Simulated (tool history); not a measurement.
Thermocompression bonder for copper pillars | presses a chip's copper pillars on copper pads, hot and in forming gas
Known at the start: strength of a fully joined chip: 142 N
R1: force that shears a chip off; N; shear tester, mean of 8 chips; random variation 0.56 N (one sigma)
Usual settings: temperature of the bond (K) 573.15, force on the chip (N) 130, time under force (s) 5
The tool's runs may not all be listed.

Run 1, hour 0: usual settings. Result: R1 71.4 N.
Run 2, hour 10.4: usual settings. Result: R1 70.2 N.
Run 3, hour 23.8: usual settings. Result: R1 70 N.
Run 4, hour 35.1: usual settings but force on the chip (N) 173. Result: R1 83.3 N.
Run 5, hour 48.3: usual settings but force on the chip (N) 173. Result: R1 83.4 N.
Run 6, hour 57.3: usual settings but force on the chip (N) 173. Result: R1 83.5 N.
Run 7, hour 69.8: usual settings but force on the chip (N) 173. Result: R1 82.3 N.
Run 8, hour 78.2: usual settings but force on the chip (N) 173. Result: R1 82.6 N.
Run 9, hour 88.4: usual settings. Result: R1 68.1 N.
Run 10, hour 96: usual settings. Result: R1 67.9 N.
Run 11, hour 105.7: usual settings. Result: R1 69.1 N.
Run 12, hour 112.8: usual settings but time under force (s) 3. Result: R1 56.5 N.
Run 13, hour 123.5: usual settings. Result: R1 68.7 N.
Run 14, hour 132.7: usual settings but temperature of the bond (K) 549.15. Result: R1 53.9 N.
Run 15, hour 138.4: usual settings but temperature of the bond (K) 549.15, force on the chip (N) 113. Result: R1 48.7 N.
Run 16, hour 151.5: usual settings but temperature of the bond (K) 549.15, force on the chip (N) 113. Result: R1 49 N.
At hour 161.8: forming gas filter changed.
Run 17, hour 164.3: usual settings but temperature of the bond (K) 549.15, force on the chip (N) 113. Result: R1 51.9 N.
Run 18, hour 173.4: usual settings but temperature of the bond (K) 549.15, force on the chip (N) 113. Result: R1 52.3 N.
Run 19, hour 183: usual settings but temperature of the bond (K) 549.15, force on the chip (N) 113. Result: R1 52 N.
Run 20, hour 191.8: usual settings but temperature of the bond (K) 549.15, force on the chip (N) 113. Result: R1 51.4 N.
Run 21, hour 201.3: usual settings but force on the chip (N) 162. Result: R1 82.3 N.
Run 22, hour 212.6: usual settings but force on the chip (N) 162. Result: R1 82.2 N.
Run 23, hour 219.4: usual settings but temperature of the bond (K) 593.15, force on the chip (N) 99, time under force (s) 12. Result: R1 92.3 N.
Run 24, hour 231.6: usual settings but temperature of the bond (K) 593.15, force on the chip (N) 99, time under force (s) 12. Result: R1 91.8 N.
Run 25, hour 239.1: usual settings but temperature of the bond (K) 583.15, force on the chip (N) 128, time under force (s) 13. Result: R1 99.3 N.
Run 26, hour 248.4: usual settings but force on the chip (N) 150, time under force (s) 4. Result: R1 71.9 N.
Run 27, hour 258.8: usual settings but temperature of the bond (K) 601.15, force on the chip (N) 180. Result: R1 104.7 N.
Run 28, hour 266.2: usual settings but temperature of the bond (K) 601.15, force on the chip (N) 180. Result: R1 102.7 N.
Run 29, hour 271.8: usual settings but temperature of the bond (K) 600.15, force on the chip (N) 108, time under force (s) 10. Result: R1 94.9 N.
Run 30, hour 285.1: usual settings but temperature of the bond (K) 572.15, force on the chip (N) 157. Result: R1 77.9 N.
Run 31, hour 294.5: usual settings but temperature of the bond (K) 572.15, force on the chip (N) 172, time under force (s) 4. Result: R1 78 N.
Run 32, hour 303.6: usual settings but temperature of the bond (K) 545.15, time under force (s) 9. Result: R1 66.5 N.
Run 33, hour 316.3: usual settings but temperature of the bond (K) 545.15, time under force (s) 9. Result: R1 66.1 N.
Run 34, hour 328.6: usual settings but temperature of the bond (K) 545.15, time under force (s) 9. Result: R1 65.5 N.
Run 35, hour 334.7: usual settings but temperature of the bond (K) 594.15, force on the chip (N) 117, time under force (s) 4. Result: R1 71.1 N.
Run 36, hour 344.2: usual settings but temperature of the bond (K) 594.15, force on the chip (N) 117, time under force (s) 4. Result: R1 70.2 N.
Run 37, hour 357: usual settings but temperature of the bond (K) 594.15, force on the chip (N) 117, time under force (s) 4. Result: R1 71.8 N.
Run 38, hour 364.9: usual settings but temperature of the bond (K) 594.15, force on the chip (N) 117, time under force (s) 4. Result: R1 70.8 N.
Run 39, hour 373.4: usual settings but temperature of the bond (K) 568.15. Result: R1 65.7 N.

4 ways to go on from here, each from the tool as it stands after run 39. What would each give?
Run A, hour 386.3: usual settings but temperature of the bond (K) 568.15, force on the chip (N) 93, time under force (s) 11. Result: R1 ?.
Run B, hour 386.3: usual settings but temperature of the bond (K) 567.15, force on the chip (N) 125. Result: R1 ?.
Run C, hour 386.3: usual settings but temperature of the bond (K) 568.15, force on the chip (N) 155, time under force (s) 7. Result: R1 ?.
Run D, hour 386.3: usual settings but temperature of the bond (K) 567.15, force on the chip (N) 132. Result: R1 ?.

run    R1
  A  68.2
  B  63.3
  C  82.5
  D  66.1
Without the tool's hidden state the same runs would have given:
run    R1
  A  72.6
  B  67.5
  C  87.8
  D  70.4
